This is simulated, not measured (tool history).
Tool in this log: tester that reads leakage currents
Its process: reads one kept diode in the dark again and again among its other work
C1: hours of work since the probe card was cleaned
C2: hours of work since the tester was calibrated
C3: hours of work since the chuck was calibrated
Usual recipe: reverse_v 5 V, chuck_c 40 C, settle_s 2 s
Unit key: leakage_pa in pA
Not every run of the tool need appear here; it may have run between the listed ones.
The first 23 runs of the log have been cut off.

{"run": 24, "hour": 555.3, "reverse_v": 4.56, "chuck_c": 40, "settle_s": 4.92, "C1": 2043, "C2": 451, "C3": 959, "leakage_pa": 531.03}
{"run": 25, "hour": 576.5, "reverse_v": 4.56, "chuck_c": 40, "settle_s": 1.04, "C1": 2059, "C2": 466, "C3": 975, "leakage_pa": 533.15}
{"run": 26, "hour": 605.0, "reverse_v": 2.47, "chuck_c": 50, "settle_s": 2, "C1": 2080, "C2": 487, "C3": 996, "leakage_pa": 909.3}
{"run": 27, "hour": 636.3, "reverse_v": 2.47, "chuck_c": 43, "settle_s": 2, "C1": 2103, "C2": 510, "C3": 1019, "leakage_pa": 523.71}
{"run": 28, "hour": 655.6, "reverse_v": 2.47, "chuck_c": 43, "settle_s": 2, "C1": 2117, "C2": 525, "C3": 1033, "leakage_pa": 523.18}
{"run": 29, "hour": 670.0, "reverse_v": 10.71, "chuck_c": 31, "settle_s": 9.14, "C1": 2128, "C2": 535, "C3": 1044, "leakage_pa": 357.6}
{"run": 30, "hour": 693.0, "reverse_v": 3.01, "chuck_c": 38, "settle_s": 2, "C1": 2145, "C2": 552, "C3": 1060, "leakage_pa": 375.09}
{"run": 31, "hour": 715.7, "reverse_v": 1.23, "chuck_c": 35, "settle_s": 2, "C1": 2162, "C2": 569, "C3": 1077, "leakage_pa": 198.81}
{"run": 32, "hour": 732.0, "reverse_v": 1.23, "chuck_c": 35, "settle_s": 2, "C1": 2174, "C2": 581, "C3": 1089, "leakage_pa": 200.01}
{"run": 33, "hour": 749.8, "reverse_v": 2.89, "chuck_c": 21, "settle_s": 1.28, "C1": 2187, "C2": 594, "C3": 1102, "leakage_pa": 83.09}
{"run": 34, "hour": 778.3, "reverse_v": 2.89, "chuck_c": 21, "settle_s": 1.28, "C1": 2208, "C2": 615, "C3": 1123, "leakage_pa": 83.24}
{"run": 35, "hour": 794.4, "reverse_v": 8.49, "chuck_c": 23, "settle_s": 2, "C1": 2220, "C2": 627, "C3": 1135, "leakage_pa": 158.64}
{"run": 36, "hour": 811.4, "reverse_v": 6.63, "chuck_c": 46, "settle_s": 2, "C1": 2232, "C2": 639, "C3": 1148, "leakage_pa": 1013.22}
{"run": 37, "hour": 827.4, "reverse_v": 7.33, "chuck_c": 35, "settle_s": 3.77, "C1": 2244, "C2": 651, "C3": 1159, "leakage_pa": 429.26}
{"run": 38, "hour": 845.0, "reverse_v": 18, "chuck_c": 51, "settle_s": 2.33, "C1": 2257, "C2": 664, "C3": 1172, "leakage_pa": 2299.99}
{"hour": 851.6, "done": "chuck's temperature calibrated"}
{"run": 39, "hour": 878.7, "reverse_v": 7.11, "chuck_c": 53, "settle_s": 1.6, "C1": 2280, "C2": 687, "C3": 20, "leakage_pa": 1803.29}

Consider 4 possible next runs. They are alternatives, not a sequence: every one starts from the tool as it was left by run 39. What does each give?
{"run": "A", "hour": 893.9, "reverse_v": 11.98, "chuck_c": 53, "settle_s": 1.6, "C1": 2291, "C2": 699, "C3": 31, "leakage_pa": "?"}
{"run": "B", "hour": 893.9, "reverse_v": 5, "chuck_c": 40, "settle_s": 1.03, "C1": 2291, "C2": 699, "C3": 31, "leakage_pa": "?"}
{"run": "C", "hour": 893.9, "reverse_v": 7.11, "chuck_c": 33, "settle_s": 4, "C1": 2291, "C2": 699, "C3": 31, "leakage_pa": "?"}
{"run": "D", "hour": 893.9, "reverse_v": 2.17, "chuck_c": 31, "settle_s": 2, "C1": 2291, "C2": 699, "C3": 31, "leakage_pa": "?"}

run=A leakage_pa=2251.42
run=B leakage_pa=554.02
run=C leakage_pa=355.41
run=D leakage_pa=179.52
Had the tool no hidden state, the same runs would have come out as:
run=A leakage_pa=2251.09
run=B leakage_pa=553.92
run=C leakage_pa=355.33
run=D leakage_pa=179.49
